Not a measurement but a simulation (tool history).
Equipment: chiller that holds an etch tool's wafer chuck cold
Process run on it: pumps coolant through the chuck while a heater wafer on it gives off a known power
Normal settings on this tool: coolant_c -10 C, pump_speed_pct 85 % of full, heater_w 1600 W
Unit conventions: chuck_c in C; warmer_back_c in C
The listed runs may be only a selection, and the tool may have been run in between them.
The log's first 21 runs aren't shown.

run 22 hour=2001.8 | coolant_c=-1 pump_speed_pct=80 heater_w=1600 | chuck_c=16.7 warmer_back_c=4.22
run 23 hour=2067.6 | coolant_c=-1 pump_speed_pct=80 heater_w=1600 | chuck_c=16.7 warmer_back_c=4.30
run 24 hour=2208.3 | coolant_c=-1 pump_speed_pct=80 heater_w=1600 | chuck_c=16.4 warmer_back_c=4.24
run 25 hour=2342.3 | coolant_c=-1 pump_speed_pct=80 heater_w=1600 | chuck_c=16.8 warmer_back_c=4.26
run 26 hour=2426.3 | coolant_c=-4 pump_speed_pct=72 heater_w=1600 | chuck_c=15.4 warmer_back_c=4.78
run 27 hour=2504.0 | coolant_c=-10 pump_speed_pct=85 heater_w=2075 | chuck_c=12.0 warmer_back_c=5.22
run 28 hour=2575.9 | coolant_c=-10 pump_speed_pct=62 heater_w=1006 | chuck_c=3.9 warmer_back_c=3.48
run 29 hour=2719.8 | coolant_c=-10 pump_speed_pct=62 heater_w=1006 | chuck_c=3.8 warmer_back_c=3.49
run 30 hour=2858.3 | coolant_c=-10 pump_speed_pct=62 heater_w=1006 | chuck_c=4.1 warmer_back_c=3.53
run 31 hour=2991.8 | coolant_c=-9 pump_speed_pct=83 heater_w=2129 | chuck_c=14.5 warmer_back_c=5.54
run 32 hour=3078.1 | coolant_c=-8 pump_speed_pct=85 heater_w=1640 | chuck_c=9.8 warmer_back_c=4.20
run 33 hour=3204.6 | coolant_c=-16 pump_speed_pct=65 heater_w=906 | chuck_c=-3.5 warmer_back_c=3.02

Each row is a separate what-if for the run after 33, all from the same tool condition, not one after another. Results?
run A hour=3272.1 | coolant_c=-1 pump_speed_pct=75 heater_w=1555 | chuck_c=? warmer_back_c=?
run B hour=3272.1 | coolant_c=-16 pump_speed_pct=87 heater_w=906 | chuck_c=? warmer_back_c=?
run C hour=3272.1 | coolant_c=-5 pump_speed_pct=96 heater_w=1722 | chuck_c=? warmer_back_c=?

run=A chuck_c=17.8 warmer_back_c=4.44
run=B chuck_c=-6.1 warmer_back_c=2.26
run=C chuck_c=12.1 warmer_back_c=3.87
Had the tool no hidden state, the same runs would have come out as:
run=A chuck_c=13.1 warmer_back_c=4.01
run=B chuck_c=-8.7 warmer_back_c=2.04
run=C chuck_c=7.8 warmer_back_c=3.49
